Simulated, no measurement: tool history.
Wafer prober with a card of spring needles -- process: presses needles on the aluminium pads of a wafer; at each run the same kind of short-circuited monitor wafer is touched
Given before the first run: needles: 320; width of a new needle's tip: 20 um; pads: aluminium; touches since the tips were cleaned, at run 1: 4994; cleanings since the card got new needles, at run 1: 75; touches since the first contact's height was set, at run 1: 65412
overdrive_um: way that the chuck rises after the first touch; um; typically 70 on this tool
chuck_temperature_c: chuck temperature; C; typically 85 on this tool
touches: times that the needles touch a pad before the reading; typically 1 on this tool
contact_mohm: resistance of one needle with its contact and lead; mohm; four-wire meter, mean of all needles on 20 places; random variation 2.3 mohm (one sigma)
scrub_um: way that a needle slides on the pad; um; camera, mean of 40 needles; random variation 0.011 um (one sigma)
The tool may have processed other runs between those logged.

run    hour  overdrive_um  chuck_temperature_c  touches  touches since the tips were cleaned  cleanings since the card got new needles  touches since the first contact's height was set  contact_mohm  scrub_um
  1       0            70                   85        1                                 4994                                        75                                             65412           326      8.82
        2.4  -- tips cleaned on abrasive film
       14.3  -- tips cleaned on abrasive film
       23.8  -- tips cleaned on abrasive film
       35.6  -- tips cleaned on abrasive film
       45.3  -- height of the first contact set anew
       47.7  -- tips cleaned on abrasive film
       57.2  -- tips cleaned on abrasive film
         69  -- tips cleaned on abrasive film
       80.9  -- tips cleaned on abrasive film
       92.7  -- tips cleaned on abrasive film
      102.2  -- tips cleaned on abrasive film
  2   102.2            70                   85        1                                   20                                        85                                             34544           263      8.82
      111.7  -- tips cleaned on abrasive film
      123.6  -- tips cleaned on abrasive film
        133  -- tips cleaned on abrasive film
      144.9  -- tips cleaned on abrasive film
      156.7  -- tips cleaned on abrasive film
      166.2  -- tips cleaned on abrasive film
  3   172.2            70                   85        1                                 3711                                        91                                             77122           315      8.76
        177  -- tips cleaned on abrasive film
      188.9  -- tips cleaned on abrasive film
      196.2  -- height of the first contact set anew
        201  -- tips cleaned on abrasive film
      212.8  -- tips cleaned on abrasive film
      222.3  -- tips cleaned on abrasive film
      234.1  -- tips cleaned on abrasive film
        246  -- tips cleaned on abrasive film
  4   254.6            70                   85        1                                 5274                                        98                                             35482           322      8.82
        257  -- tips cleaned on abrasive film
      268.8  -- tips cleaned on abrasive film
      278.3  -- tips cleaned on abrasive film
      290.2  -- tips cleaned on abrasive film
        302  -- tips cleaned on abrasive film
      313.8  -- tips cleaned on abrasive film
      325.6  -- tips cleaned on abrasive film
  5   333.3            75                   85        1                                 4678                                       105                                             83315           312      9.42
      335.7  -- tips cleaned on abrasive film
      347.5  -- tips cleaned on abrasive film
      347.8  -- height of the first contact set anew
      359.7  -- tips cleaned on abrasive film
      371.5  -- tips cleaned on abrasive film
      383.3  -- tips cleaned on abrasive film
      395.2  -- tips cleaned on abrasive film
        407  -- tips cleaned on abrasive film
  6   409.5            51                   85        1                                 1534                                       112                                             37497           324      6.41
      416.6  -- tips cleaned on abrasive film
      428.5  -- tips cleaned on abrasive film
      440.3  -- tips cleaned on abrasive film
      449.8  -- tips cleaned on abrasive film
      461.6  -- tips cleaned on abrasive film
      473.4  -- tips cleaned on abrasive film
      485.3  -- tips cleaned on abrasive film
      497.1  -- tips cleaned on abrasive film
      499.7  -- height of the first contact set anew
  7   502.8            70                   85        1                                 3290                                       120                                              1851           307      8.86
      507.6  -- tips cleaned on abrasive film
      519.4  -- tips cleaned on abrasive film
      531.2  -- tips cleaned on abrasive film
      540.7  -- tips cleaned on abrasive film
      552.5  -- tips cleaned on abrasive film
      564.4  -- tips cleaned on abrasive film
      576.2  -- tips cleaned on abrasive film
        588  -- tips cleaned on abrasive film
  8   595.1            70                   85        1                                 4330                                       128                                             57970           314      8.81
      599.8  -- tips cleaned on abrasive film
      611.6  -- tips cleaned on abrasive film
      623.5  -- tips cleaned on abrasive film
      635.3  -- tips cleaned on abrasive film
      644.8  -- tips cleaned on abrasive film
      652.1  -- height of the first contact set anew
      656.9  -- tips cleaned on abrasive film
      666.4  -- tips cleaned on abrasive film
      678.2  -- tips cleaned on abrasive film
  9     681            70                   85        1                                 1705                                       136                                             17528           288       8.8
      688.1  -- tips cleaned on abrasive film
        700  -- tips cleaned on abrasive film
      711.8  -- tips cleaned on abrasive film
      721.3  -- tips cleaned on abrasive film
      733.1  -- tips cleaned on abrasive film
      744.9  -- tips cleaned on abrasive film
      756.8  -- tips cleaned on abrasive film
      768.6  -- tips cleaned on abrasive film
      780.4  -- tips cleaned on abrasive film
 10   781.5            70                   85        1                                  683                                       145                                             78626           279      8.79
        791  -- tips cleaned on abrasive film
      800.5  -- tips cleaned on abrasive film
      803.2  -- height of the first contact set anew
      812.6  -- tips cleaned on abrasive film
      824.5  -- tips cleaned on abrasive film
      836.3  -- tips cleaned on abrasive film
      848.1  -- tips cleaned on abrasive film
        860  -- tips cleaned on abrasive film
 11   869.1            70                   28        3                                 5608                                       152                                             40133           267       8.8
      871.6  -- tips cleaned on abrasive film
      883.4  -- tips cleaned on abrasive film
      895.2  -- tips cleaned on abrasive film
        907  -- tips cleaned on abrasive film
      918.9  -- tips cleaned on abrasive film
      930.7  -- tips cleaned on abrasive film
      942.5  -- tips cleaned on abrasive film
      954.4  -- tips cleaned on abrasive film
      954.7  -- height of the first contact set anew
      966.5  -- tips cleaned on abrasive film
 12   971.2            70                   28        3                                 2874                                       161                                             10067           263      8.85
      978.3  -- tips cleaned on abrasive film
      987.8  -- tips cleaned on abrasive film
      999.6  -- tips cleaned on abrasive film
     1009.1  -- tips cleaned on abrasive film
     1020.9  -- tips cleaned on abrasive film
     1032.8  -- tips cleaned on abrasive film
     1044.6  -- tips cleaned on abrasive film
     1056.4  -- tips cleaned on abrasive film
     1067.8  -- tips cleaned on abrasive film
 13  1067.8            72                   85        1                                    0                                       170                                             68795           264      9.04
     1079.7  -- tips cleaned on abrasive film
     1091.5  -- tips cleaned on abrasive film
     1103.3  -- tips cleaned on abrasive film
       1106  -- height of the first contact set anew
     1115.5  -- tips cleaned on abrasive film
     1127.3  -- tips cleaned on abrasive film
 14  1132.9            55                   81        2                                 3412                                       175                                             16359           319      6.94
     1137.7  -- tips cleaned on abrasive film
     1149.5  -- tips cleaned on abrasive film
       1159  -- tips cleaned on abrasive film
     1170.8  -- tips cleaned on abrasive film
     1180.8  -- tips cleaned on abrasive film
 15  1180.8            64                   53        1                                    0                                       180                                             45431           262      8.04
     1192.6  -- tips cleaned on abrasive film
     1204.4  -- tips cleaned on abrasive film
     1216.3  -- tips cleaned on abrasive film
     1228.1  -- tips cleaned on abrasive film
     1239.9  -- tips cleaned on abrasive film
 16  1244.4            66                   37        1                                 2749                                       185                                             84140           317      8.27
     1251.5  -- tips cleaned on abrasive film
     1258.9  -- height of the first contact set anew
     1263.7  -- tips cleaned on abrasive film
     1275.5  -- tips cleaned on abrasive film
     1287.3  -- tips cleaned on abrasive film
     1299.1  -- tips cleaned on abrasive film
       1311  -- tips cleaned on abrasive film
 17  1317.4            68                   25        2                                 3944                                       191                                             35592           293      8.56
     1322.2  -- tips cleaned on abrasive film
       1334  -- tips cleaned on abrasive film
     1345.9  -- tips cleaned on abrasive film
     1357.7  -- tips cleaned on abrasive film
     1369.5  -- tips cleaned on abrasive film
     1381.5  -- card fitted with new needles
 18  1387.8            74                   54        1                                 3830                                         0                                              3830           297      9.38
     1392.6  -- tips cleaned on abrasive film
       1402  -- tips cleaned on abrasive film
     1413.9  -- tips cleaned on abrasive film
     1423.4  -- tips cleaned on abrasive film
     1435.2  -- tips cleaned on abrasive film
       1447  -- tips cleaned on abrasive film
     1456.5  -- tips cleaned on abrasive film
 19  1460.3            74                   54        1                                 2326                                         7                                             47873           285      9.32

4 options for the next run, each taken on its own from the tool as it stands now. Forecast them:
     1467.4  -- tips cleaned on abrasive film
     1479.3  -- tips cleaned on abrasive film
     1491.1  -- tips cleaned on abrasive film
     1502.9  -- tips cleaned on abrasive film
     1512.8  -- tips cleaned on abrasive film
  A  1512.8            57                   31        1                                    0                                        12                                             79774             ?         ?
     1467.4  -- tips cleaned on abrasive film
     1479.3  -- tips cleaned on abrasive film
     1491.1  -- tips cleaned on abrasive film
     1502.9  -- tips cleaned on abrasive film
     1512.8  -- tips cleaned on abrasive film
  B  1512.8            61                   54        2                                    0                                        12                                             79774             ?         ?
     1467.4  -- tips cleaned on abrasive film
     1479.3  -- tips cleaned on abrasive film
     1491.1  -- tips cleaned on abrasive film
     1502.9  -- tips cleaned on abrasive film
     1512.8  -- tips cleaned on abrasive film
  C  1512.8            55                   85        3                                    0                                        12                                             79774             ?         ?
     1467.4  -- tips cleaned on abrasive film
     1479.3  -- tips cleaned on abrasive film
     1491.1  -- tips cleaned on abrasive film
     1502.9  -- tips cleaned on abrasive film
     1512.8  -- tips cleaned on abrasive film
  D  1512.8            70                   47        2                                    0                                        12                                             79774             ?         ?

run  contact_mohm  scrub_um
  A           253      7.14
  B           253      7.63
  C           263      6.87
  D           253      8.77
Without the tool's hidden state the same runs would have given:
run  contact_mohm  scrub_um
  A           243      7.22
  B           248      7.71
  C           259      6.95
  D           248      8.85
